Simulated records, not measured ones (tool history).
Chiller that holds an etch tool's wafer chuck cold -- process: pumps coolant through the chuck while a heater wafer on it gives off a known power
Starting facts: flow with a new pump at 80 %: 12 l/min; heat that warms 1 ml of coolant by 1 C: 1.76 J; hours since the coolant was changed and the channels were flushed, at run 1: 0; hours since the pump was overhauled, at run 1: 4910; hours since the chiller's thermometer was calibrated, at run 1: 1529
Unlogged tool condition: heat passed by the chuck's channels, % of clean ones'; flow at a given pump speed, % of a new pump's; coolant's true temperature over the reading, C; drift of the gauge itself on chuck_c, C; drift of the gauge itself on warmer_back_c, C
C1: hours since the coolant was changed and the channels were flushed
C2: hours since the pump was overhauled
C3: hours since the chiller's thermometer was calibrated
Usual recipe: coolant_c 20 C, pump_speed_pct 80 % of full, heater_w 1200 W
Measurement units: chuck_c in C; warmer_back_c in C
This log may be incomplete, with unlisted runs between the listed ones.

{"run": 1, "day": 0.0, "coolant_c": 20, "pump_speed_pct": 80, "heater_w": 1200, "C1": 0, "C2": 4910, "C3": 1529, "chuck_c": 31.3, "warmer_back_c": 3.72}
{"run": 2, "day": 4.112, "coolant_c": 20, "pump_speed_pct": 80, "heater_w": 1200, "C1": 99, "C2": 5009, "C3": 1627, "chuck_c": 31.5, "warmer_back_c": 3.72}
{"run": 3, "day": 9.946, "coolant_c": 20, "pump_speed_pct": 81, "heater_w": 1200, "C1": 239, "C2": 5149, "C3": 1768, "chuck_c": 31.3, "warmer_back_c": 3.68}
{"run": 4, "day": 13.688, "coolant_c": 20, "pump_speed_pct": 60, "heater_w": 1200, "C1": 328, "C2": 5238, "C3": 1857, "chuck_c": 35.3, "warmer_back_c": 5.16}
{"run": 5, "day": 18.55, "coolant_c": 20, "pump_speed_pct": 60, "heater_w": 1200, "C1": 445, "C2": 5355, "C3": 1974, "chuck_c": 35.2, "warmer_back_c": 5.19}
{"run": 6, "day": 21.554, "coolant_c": 20, "pump_speed_pct": 80, "heater_w": 1200, "C1": 517, "C2": 5427, "C3": 2046, "chuck_c": 31.5, "warmer_back_c": 3.78}
{"run": 7, "day": 24.508, "coolant_c": 20, "pump_speed_pct": 80, "heater_w": 1200, "C1": 588, "C2": 5498, "C3": 2117, "chuck_c": 31.7, "warmer_back_c": 3.73}
{"run": 8, "day": 30.517, "coolant_c": 20, "pump_speed_pct": 80, "heater_w": 1200, "C1": 732, "C2": 5642, "C3": 2261, "chuck_c": 31.8, "warmer_back_c": 3.79}
{"run": 9, "day": 36.471, "coolant_c": 20, "pump_speed_pct": 80, "heater_w": 1200, "C1": 875, "C2": 5785, "C3": 2404, "chuck_c": 31.6, "warmer_back_c": 3.81}
{"run": 10, "day": 41.808, "coolant_c": 20, "pump_speed_pct": 80, "heater_w": 1200, "C1": 1003, "C2": 5913, "C3": 2532, "chuck_c": 31.8, "warmer_back_c": 3.78}
{"run": 11, "day": 48.988, "coolant_c": 20, "pump_speed_pct": 80, "heater_w": 1200, "C1": 1176, "C2": 6086, "C3": 2704, "chuck_c": 32.0, "warmer_back_c": 3.81}
{"run": 12, "day": 52.612, "coolant_c": 20, "pump_speed_pct": 80, "heater_w": 1200, "C1": 1263, "C2": 6173, "C3": 2791, "chuck_c": 32.0, "warmer_back_c": 3.83}
{"run": 13, "day": 56.325, "coolant_c": 20, "pump_speed_pct": 80, "heater_w": 1200, "C1": 1352, "C2": 6262, "C3": 2881, "chuck_c": 32.1, "warmer_back_c": 3.85}
{"run": 14, "day": 60.225, "coolant_c": 20, "pump_speed_pct": 80, "heater_w": 1200, "C1": 1445, "C2": 6355, "C3": 2974, "chuck_c": 32.2, "warmer_back_c": 3.84}
{"run": 15, "day": 66.633, "coolant_c": 20, "pump_speed_pct": 80, "heater_w": 1265, "C1": 1599, "C2": 6509, "C3": 3128, "chuck_c": 32.8, "warmer_back_c": 4.05}
{"day": 70.746, "done": "coolant pump overhauled"}
{"day": 73.3, "done": "chiller's thermometer calibrated"}
{"run": 16, "day": 73.475, "coolant_c": 20, "pump_speed_pct": 80, "heater_w": 1265, "C1": 1757, "C2": 64, "C3": 4, "chuck_c": 31.0, "warmer_back_c": 3.62}
{"run": 17, "day": 76.892, "coolant_c": 11, "pump_speed_pct": 80, "heater_w": 1200, "C1": 1839, "C2": 146, "C3": 86, "chuck_c": 21.6, "warmer_back_c": 3.42}
{"run": 18, "day": 84.029, "coolant_c": 17, "pump_speed_pct": 80, "heater_w": 637, "C1": 2011, "C2": 318, "C3": 258, "chuck_c": 22.4, "warmer_back_c": 1.82}
{"run": 19, "day": 90.696, "coolant_c": 17, "pump_speed_pct": 80, "heater_w": 637, "C1": 2171, "C2": 478, "C3": 418, "chuck_c": 22.7, "warmer_back_c": 1.84}
{"run": 20, "day": 94.95, "coolant_c": 17, "pump_speed_pct": 80, "heater_w": 637, "C1": 2273, "C2": 580, "C3": 520, "chuck_c": 22.7, "warmer_back_c": 1.85}
{"run": 21, "day": 98.996, "coolant_c": 12, "pump_speed_pct": 80, "heater_w": 1200, "C1": 2370, "C2": 677, "C3": 617, "chuck_c": 22.6, "warmer_back_c": 3.51}
{"run": 22, "day": 102.142, "coolant_c": 12, "pump_speed_pct": 70, "heater_w": 746, "C1": 2445, "C2": 753, "C3": 692, "chuck_c": 19.6, "warmer_back_c": 2.49}
{"run": 23, "day": 106.088, "coolant_c": 20, "pump_speed_pct": 90, "heater_w": 1013, "C1": 2540, "C2": 847, "C3": 787, "chuck_c": 28.3, "warmer_back_c": 2.55}

Estimate the outcome of run 24 from the log above:
{"run": 24, "day": 112.575, "coolant_c": 19, "pump_speed_pct": 94, "heater_w": 628, "C1": 2696, "C2": 1003, "C3": 943, "chuck_c": "?", "warmer_back_c": "?"}

chuck_c: 24.0 C
warmer_back_c: 1.53 C
Without the tool's hidden state the same run would have given chuck_c 23.7 C, warmer_back_c 1.49 C.

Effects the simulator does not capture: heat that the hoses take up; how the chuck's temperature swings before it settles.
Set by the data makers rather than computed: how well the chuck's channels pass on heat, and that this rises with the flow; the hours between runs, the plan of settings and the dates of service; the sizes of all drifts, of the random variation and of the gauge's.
